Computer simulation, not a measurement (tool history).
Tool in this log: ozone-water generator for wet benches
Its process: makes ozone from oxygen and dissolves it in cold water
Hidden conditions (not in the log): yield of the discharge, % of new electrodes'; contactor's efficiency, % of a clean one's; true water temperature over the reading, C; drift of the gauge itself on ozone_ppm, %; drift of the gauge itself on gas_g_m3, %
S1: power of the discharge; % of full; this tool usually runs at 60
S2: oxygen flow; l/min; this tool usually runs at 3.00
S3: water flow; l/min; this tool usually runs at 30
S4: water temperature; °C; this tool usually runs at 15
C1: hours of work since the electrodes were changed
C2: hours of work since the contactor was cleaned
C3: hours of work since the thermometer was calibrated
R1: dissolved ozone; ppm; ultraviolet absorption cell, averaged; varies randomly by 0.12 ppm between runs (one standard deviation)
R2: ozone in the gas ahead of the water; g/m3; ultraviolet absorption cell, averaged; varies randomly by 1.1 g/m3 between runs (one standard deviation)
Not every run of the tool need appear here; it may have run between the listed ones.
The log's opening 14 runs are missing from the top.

| run | hour | S1 | S2 | S3 | S4 | C1 | C2 | C3 | R1 | R2 |
|---|---|---|---|---|---|---|---|---|---|---|
| 15 | 609.9 | 60 | 3.00 | 30 | 15 | 1359 | 4601 | 925 | 10.1 | 196.3 |
| 16 | 665.6 | 75 | 3.00 | 30 | 15 | 1413 | 4654 | 979 | 12.1 | 237.1 |
| 17 | 722.1 | 68 | 3.00 | 30 | 15 | 1467 | 4709 | 1033 | 11.3 | 218.6 |
| 18 | 768.9 | 68 | 3.00 | 30 | 15 | 1513 | 4754 | 1078 | 11.4 | 218.8 |
| 19 | 816.2 | 74 | 3.00 | 30 | 8 | 1558 | 4800 | 1124 | 12.4 | 235.6 |
|  | 855.8 | contactor cleaned |
| 20 | 873.4 | 74 | 3.00 | 30 | 8 | 1610 | 17 | 1175 | 13.9 | 235.3 |
| 21 | 902.4 | 60 | 2.16 | 30 | 17 | 1638 | 45 | 1203 | 9.4 | 218.7 |
| 22 | 961.7 | 60 | 2.65 | 30 | 22 | 1695 | 102 | 1261 | 10.1 | 204.5 |
| 23 | 1022.2 | 70 | 2.65 | 30 | 22 | 1753 | 161 | 1319 | 11.1 | 231.5 |
| 24 | 1055.2 | 51 | 2.65 | 30 | 18 | 1785 | 192 | 1351 | 9.2 | 176.7 |
| 25 | 1116.5 | 80 | 3.48 | 30 | 15 | 1844 | 252 | 1410 | 14.9 | 238.9 |
| 26 | 1151.3 | 80 | 3.48 | 30 | 15 | 1878 | 285 | 1444 | 15.1 | 237.1 |
| 27 | 1203.0 | 60 | 1.88 | 25 | 17 | 1928 | 335 | 1494 | 10.5 | 226.7 |
| 28 | 1235.3 | 60 | 3.00 | 30 | 20 | 1959 | 366 | 1525 | 10.6 | 196.4 |
| 29 | 1290.6 | 58 | 3.00 | 30 | 11 | 2012 | 420 | 1578 | 11.0 | 189.9 |
| 30 | 1323.9 | 58 | 3.00 | 30 | 11 | 2044 | 452 | 1610 | 11.1 | 190.3 |
| 31 | 1353.2 | 60 | 4.51 | 26 | 15 | 2073 | 480 | 1639 | 14.5 | 172.4 |
| 32 | 1378.3 | 41 | 3.38 | 30 | 8 | 2097 | 504 | 1663 | 9.0 | 137.6 |

5 options for the next run, each taken on its own from the tool as it stands now. Forecast them:
| A | 1415.8 | 78 | 3.38 | 30 | 8 | 2133 | 540 | 1699 | ? | ? |
| B | 1415.8 | 67 | 3.00 | 21 | 15 | 2133 | 540 | 1699 | ? | ? |
| C | 1415.8 | 88 | 3.41 | 34 | 8 | 2133 | 540 | 1699 | ? | ? |
| D | 1415.8 | 70 | 1.62 | 43 | 15 | 2133 | 540 | 1699 | ? | ? |
| E | 1415.8 | 71 | 3.00 | 37 | 15 | 2133 | 540 | 1699 | ? | ? |

| run | R1 | R2 |
|---|---|---|
| A | 15.1 | 233.3 |
| B | 16.7 | 215.7 |
| C | 14.9 | 254.6 |
| D | 6.1 | 267.6 |
| E | 10.1 | 225.1 |
Without the tool's hidden state the same runs would have given:
| run | R1 | R2 |
|---|---|---|
| A | 16.1 | 244.8 |
| B | 17.7 | 225.0 |
| C | 15.9 | 268.3 |
| D | 6.4 | 279.7 |
| E | 10.8 | 235.3 |
